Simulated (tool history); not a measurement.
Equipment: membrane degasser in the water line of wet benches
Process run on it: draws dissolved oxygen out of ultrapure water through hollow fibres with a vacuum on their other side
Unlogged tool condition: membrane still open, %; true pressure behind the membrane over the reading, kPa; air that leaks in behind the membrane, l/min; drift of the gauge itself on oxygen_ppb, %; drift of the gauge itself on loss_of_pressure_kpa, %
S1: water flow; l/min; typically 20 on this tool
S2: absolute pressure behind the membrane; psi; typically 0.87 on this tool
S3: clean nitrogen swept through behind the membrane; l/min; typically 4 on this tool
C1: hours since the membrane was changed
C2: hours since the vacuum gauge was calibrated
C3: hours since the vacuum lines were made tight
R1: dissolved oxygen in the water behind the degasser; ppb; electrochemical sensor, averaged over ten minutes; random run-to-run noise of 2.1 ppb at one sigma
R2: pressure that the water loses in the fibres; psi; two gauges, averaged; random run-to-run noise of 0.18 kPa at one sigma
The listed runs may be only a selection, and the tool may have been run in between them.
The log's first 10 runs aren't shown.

Run 11, hour 631.9: usual settings; C1 3828; C2 5078; C3 3057. Result: R1 229 ppb, R2 4.599 psi.
Run 12, hour 695.5: usual settings; C1 3891; C2 5142; C3 3120. Result: R1 227.8 ppb, R2 4.554 psi.
Run 13, hour 752.3: usual settings; C1 3948; C2 5199; C3 3177. Result: R1 230.4 ppb, R2 4.57 psi.
Run 14, hour 822.4: usual settings; C1 4018; C2 5269; C3 3247. Result: R1 229.5 ppb, R2 4.56 psi.
Run 15, hour 870.4: usual settings; C1 4066; C2 5317; C3 3295. Result: R1 229.1 ppb, R2 4.601 psi.
Run 16, hour 911.8: usual settings; C1 4107; C2 5358; C3 3336. Result: R1 227.4 ppb, R2 4.583 psi.
Run 17, hour 959.5: usual settings; C1 4155; C2 5406; C3 3384. Result: R1 229.2 ppb, R2 4.582 psi.
At hour 983.9: vacuum gauge calibrated.
Run 18, hour 997.8: usual settings but S1 27 l/min, S2 0.666 psi, S3 2.87 l/min; C1 4193; C2 14; C3 3422. Result: R1 348.1 ppb, R2 6.237 psi.
Run 19, hour 1074.1: usual settings but S2 1.587 psi; C1 4269; C2 90; C3 3498. Result: R1 288.1 ppb, R2 4.585 psi.
Run 20, hour 1119.4: usual settings but S2 1.587 psi; C1 4315; C2 136; C3 3544. Result: R1 282.5 ppb, R2 4.602 psi.
Run 21, hour 1187.1: usual settings but S1 19 l/min, S2 0.683 psi; C1 4382; C2 203; C3 3611. Result: R1 195.2 ppb, R2 4.376 psi.
Run 22, hour 1240.8: usual settings but S1 19 l/min, S2 0.683 psi; C1 4436; C2 257; C3 3665. Result: R1 197.1 ppb, R2 4.342 psi.
Run 23, hour 1282.2: usual settings but S1 18 l/min, S2 1.951 psi; C1 4477; C2 298; C3 3706. Result: R1 269.8 ppb, R2 4.168 psi.
Run 24, hour 1343.6: usual settings but S1 15 l/min, S2 1.127 psi, S3 8.67 l/min; C1 4539; C2 360; C3 3768. Result: R1 134.1 ppb, R2 3.475 psi.
Run 25, hour 1428.1: usual settings but S1 15 l/min, S2 1.127 psi, S3 8.67 l/min; C1 4623; C2 444; C3 3852. Result: R1 134.2 ppb, R2 3.423 psi.
Run 26, hour 1482.5: usual settings but S1 15 l/min, S2 0.969 psi, S3 1.88 l/min; C1 4678; C2 499; C3 3907. Result: R1 179.6 ppb, R2 3.44 psi.
Run 27, hour 1524.1: usual settings but S1 19 l/min, S2 1.952 psi, S3 1.77 l/min; C1 4719; C2 540; C3 3948. Result: R1 422.7 ppb, R2 4.406 psi.
Run 28, hour 1567.5: usual settings but S3 5.57 l/min; C1 4763; C2 584; C3 3992. Result: R1 221.5 ppb, R2 4.609 psi.
Run 29, hour 1645.8: usual settings but S1 12 l/min, S3 5.57 l/min; C1 4841; C2 662; C3 4070. Result: R1 87.5 ppb, R2 2.743 psi.
Run 30, hour 1683.9: usual settings but S1 18 l/min, S2 0.526 psi, S3 9.24 l/min; C1 4879; C2 700; C3 4108. Result: R1 163 ppb, R2 4.168 psi.

Forecast run 31:
Run 31, hour 1742.2: usual settings but S1 18 l/min, S2 0.526 psi, S3 9.24 l/min; C1 4937; C2 758; C3 4166. Result: R1 ?, R2 ?.

R1: 167.4 ppb
R2: 4.147 psi
Had the tool carried no hidden state, the very same run would have given R1 150 ppb, R2 4.032 psi.
